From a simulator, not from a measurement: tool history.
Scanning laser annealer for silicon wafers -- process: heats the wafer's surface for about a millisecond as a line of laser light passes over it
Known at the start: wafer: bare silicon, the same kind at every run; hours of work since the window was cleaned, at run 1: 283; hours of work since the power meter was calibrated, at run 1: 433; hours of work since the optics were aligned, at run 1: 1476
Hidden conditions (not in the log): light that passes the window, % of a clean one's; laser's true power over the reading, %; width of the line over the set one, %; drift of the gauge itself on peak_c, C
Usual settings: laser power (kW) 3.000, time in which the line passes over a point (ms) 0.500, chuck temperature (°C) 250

run	day	laser power (kW)	time in which the line passes over a point (ms)	chuck temperature (°C)	hours of work since the window was cleaned	hours of work since the power meter was calibrated	hours of work since the optics were aligned	highest temperature of the surface (°C)
1	0.000	3.000	0.500	250	283	433	1476	926
2	0.558	3.000	0.500	250	291	442	1484	926
3	1.275	3.000	0.500	250	302	453	1495	925
4	2.029	3.000	0.500	250	314	464	1507	923
5	2.746	3.000	0.500	250	324	475	1518	924
6	3.483	3.000	0.500	250	336	486	1529	920
7	3.917	3.000	0.500	250	342	493	1535	921
8	4.608	3.000	0.500	250	353	503	1546	919
9	5.458	3.000	0.500	250	365	516	1559	921
10	6.062	3.000	0.500	250	375	525	1568	918
11	6.533	3.000	0.500	250	382	532	1575	916
12	6.996	2.847	0.500	248	389	539	1582	879
# day 7.179: laser's power meter calibrated
13	7.654	3.111	0.539	286	397	7	1590	1004
14	8.358	2.754	0.421	271	408	18	1601	829
# day 8.925: laser's power meter calibrated, once more
15	8.996	2.754	0.468	213	415	1	1608	801
16	9.362	2.754	0.365	267	421	7	1614	794
17	10.233	2.754	0.365	267	434	20	1627	790
18	11.112	3.274	0.406	250	447	33	1641	911
19	11.842	3.274	0.406	250	458	44	1652	911
20	12.388	3.250	0.513	222	467	52	1660	949
21	12.833	3.250	0.429	218	473	59	1667	892
22	13.592	3.250	0.429	218	485	71	1678	885

4 options for the next run, each taken on its own from the tool as it stands now. Forecast them:
A	14.196	3.000	0.373	250	494	80	1687	?
B	14.196	2.774	0.499	250	494	80	1687	?
C	14.196	3.237	0.429	232	494	80	1687	?
D	14.196	3.250	0.429	214	494	80	1687	?

run	highest temperature of the surface (°C)
A	827
B	856
C	897
D	888
With no hidden state in the tool, these same runs would have given:
run	highest temperature of the surface (°C)
A	870
B	902
C	947
D	938
